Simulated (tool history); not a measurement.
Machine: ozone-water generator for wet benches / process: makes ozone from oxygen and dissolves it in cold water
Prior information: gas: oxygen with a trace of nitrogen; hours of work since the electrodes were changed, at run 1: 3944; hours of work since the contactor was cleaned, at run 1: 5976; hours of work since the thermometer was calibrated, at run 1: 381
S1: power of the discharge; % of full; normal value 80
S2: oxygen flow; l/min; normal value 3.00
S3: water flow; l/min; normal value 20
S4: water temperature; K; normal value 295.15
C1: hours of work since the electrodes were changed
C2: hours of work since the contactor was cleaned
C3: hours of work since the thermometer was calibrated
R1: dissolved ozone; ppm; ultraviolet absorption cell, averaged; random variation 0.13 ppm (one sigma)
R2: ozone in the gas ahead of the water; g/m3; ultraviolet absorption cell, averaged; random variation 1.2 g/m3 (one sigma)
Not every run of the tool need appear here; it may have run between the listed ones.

| run | hour | S1 | S2 | S3 | S4 | C1 | C2 | C3 | R1 | R2 |
|---|---|---|---|---|---|---|---|---|---|---|
| 1 | 0.0 | 80 | 3.00 | 20 | 295.15 | 3944 | 5976 | 381 | 11.8 | 197.9 |
| 2 | 176.8 | 80 | 3.00 | 20 | 295.15 | 4083 | 6115 | 520 | 12.2 | 196.8 |
| 3 | 268.1 | 80 | 3.00 | 20 | 295.15 | 4154 | 6186 | 592 | 11.8 | 196.9 |
| 4 | 359.0 | 80 | 3.00 | 20 | 295.15 | 4226 | 6257 | 663 | 12.0 | 195.2 |
|  | 375.2 | contactor cleaned |
| 5 | 466.2 | 80 | 3.00 | 20 | 295.15 | 4307 | 71 | 744 | 12.7 | 195.8 |
| 6 | 654.7 | 80 | 3.00 | 20 | 295.15 | 4454 | 219 | 892 | 12.9 | 193.9 |
| 7 | 733.6 | 80 | 3.00 | 20 | 295.15 | 4516 | 281 | 953 | 12.8 | 195.0 |
| 8 | 887.7 | 80 | 3.00 | 20 | 295.15 | 4637 | 402 | 1074 | 12.5 | 192.1 |
| 9 | 1068.0 | 80 | 3.00 | 20 | 295.15 | 4778 | 543 | 1216 | 12.7 | 190.9 |
| 10 | 1202.6 | 80 | 3.00 | 20 | 295.15 | 4884 | 649 | 1321 | 12.4 | 192.3 |
| 11 | 1287.5 | 80 | 3.00 | 20 | 295.15 | 4951 | 715 | 1388 | 12.3 | 191.0 |
| 12 | 1378.6 | 80 | 3.00 | 20 | 295.15 | 5022 | 787 | 1459 | 12.8 | 190.1 |
|  | 1393.2 | water thermometer calibrated |
| 13 | 1507.2 | 80 | 3.00 | 20 | 295.15 | 5122 | 887 | 89 | 12.5 | 190.1 |
| 14 | 1640.9 | 80 | 3.00 | 20 | 295.15 | 5227 | 992 | 194 | 12.3 | 188.5 |
| 15 | 1794.8 | 80 | 2.23 | 20 | 295.15 | 5348 | 1113 | 315 | 11.3 | 209.5 |
|  | 1890.6 | water thermometer calibrated, once more |
| 16 | 1973.8 | 80 | 3.00 | 20 | 297.15 | 5488 | 1253 | 65 | 12.1 | 189.4 |
| 17 | 2119.8 | 80 | 3.00 | 20 | 297.15 | 5602 | 1367 | 180 | 11.9 | 188.1 |
| 18 | 2253.1 | 57 | 3.00 | 12 | 297.15 | 5707 | 1472 | 284 | 16.3 | 156.2 |
| 19 | 2398.8 | 57 | 5.31 | 12 | 301.15 | 5821 | 1586 | 398 | 15.9 | 127.5 |
| 20 | 2538.2 | 57 | 5.31 | 12 | 301.15 | 5930 | 1695 | 508 | 15.6 | 126.6 |
| 21 | 2668.2 | 60 | 3.00 | 13 | 303.15 | 6032 | 1797 | 610 | 14.2 | 159.7 |
| 22 | 2768.1 | 58 | 3.00 | 19 | 295.15 | 6111 | 1875 | 688 | 10.7 | 157.3 |
| 23 | 2874.7 | 50 | 3.00 | 20 | 297.15 | 6194 | 1959 | 772 | 9.0 | 144.0 |
| 24 | 3060.8 | 50 | 3.72 | 13 | 293.15 | 6340 | 2105 | 917 | 15.4 | 134.2 |
| 25 | 3195.7 | 50 | 3.72 | 13 | 293.15 | 6446 | 2211 | 1023 | 15.3 | 132.8 |
| 26 | 3307.1 | 80 | 3.00 | 20 | 301.15 | 6533 | 2298 | 1111 | 11.1 | 182.5 |
| 27 | 3486.1 | 80 | 2.10 | 22 | 291.15 | 6674 | 2438 | 1251 | 9.6 | 205.9 |
| 28 | 3577.5 | 70 | 4.99 | 15 | 288.15 | 6745 | 2510 | 1323 | 17.6 | 140.9 |
| 29 | 3659.5 | 80 | 3.00 | 16 | 291.15 | 6810 | 2574 | 1387 | 15.1 | 180.1 |
| 30 | 3769.1 | 63 | 3.72 | 30 | 292.15 | 6895 | 2660 | 1473 | 7.0 | 148.1 |
| 31 | 3861.1 | 56 | 5.13 | 20 | 295.15 | 6968 | 2732 | 1545 | 10.9 | 124.8 |
| 32 | 3976.2 | 56 | 5.13 | 20 | 295.15 | 7058 | 2822 | 1635 | 10.8 | 123.3 |
| 33 | 4112.7 | 56 | 5.13 | 20 | 295.15 | 7165 | 2930 | 1742 | 10.9 | 124.1 |
| 34 | 4238.2 | 60 | 2.04 | 29 | 291.15 | 7263 | 3028 | 1841 | 5.3 | 174.7 |

The logged runs with the hidden state left out (each run's random variation unchanged):
Hidden conditions of the tool in this case: yield of the discharge, % of new electrodes'; contactor's efficiency, % of a clean one's; true water temperature over the reading, C; drift of the gauge itself on ozone_ppm, %; drift of the gauge itself on gas_g_m3, %.
| run | R1 | R2 |
|---|---|---|
| 1 | 14.5 | 223.8 |
| 2 | 15.0 | 223.7 |
| 3 | 14.7 | 224.3 |
| 4 | 14.9 | 222.9 |
| 5 | 14.7 | 224.0 |
| 6 | 14.9 | 223.1 |
| 7 | 14.8 | 224.7 |
| 8 | 14.6 | 222.5 |
| 9 | 14.9 | 222.1 |
| 10 | 14.7 | 224.4 |
| 11 | 14.6 | 223.4 |
| 12 | 15.1 | 222.9 |
| 13 | 14.9 | 223.5 |
| 14 | 14.7 | 222.4 |
| 15 | 13.5 | 248.1 |
| 16 | 14.5 | 225.4 |
| 17 | 14.5 | 224.6 |
| 18 | 19.2 | 181.3 |
| 19 | 18.7 | 148.5 |
| 20 | 18.5 | 148.0 |
| 21 | 16.9 | 188.2 |
| 22 | 12.9 | 185.0 |
| 23 | 10.8 | 167.3 |
| 24 | 18.3 | 156.5 |
| 25 | 18.2 | 155.4 |
| 26 | 14.0 | 225.0 |
| 27 | 12.2 | 255.1 |
| 28 | 22.1 | 172.7 |
| 29 | 19.4 | 224.3 |
| 30 | 8.9 | 180.1 |
| 31 | 13.6 | 149.9 |
| 32 | 13.5 | 148.8 |
| 33 | 13.6 | 150.2 |
| 34 | 6.9 | 213.7 |
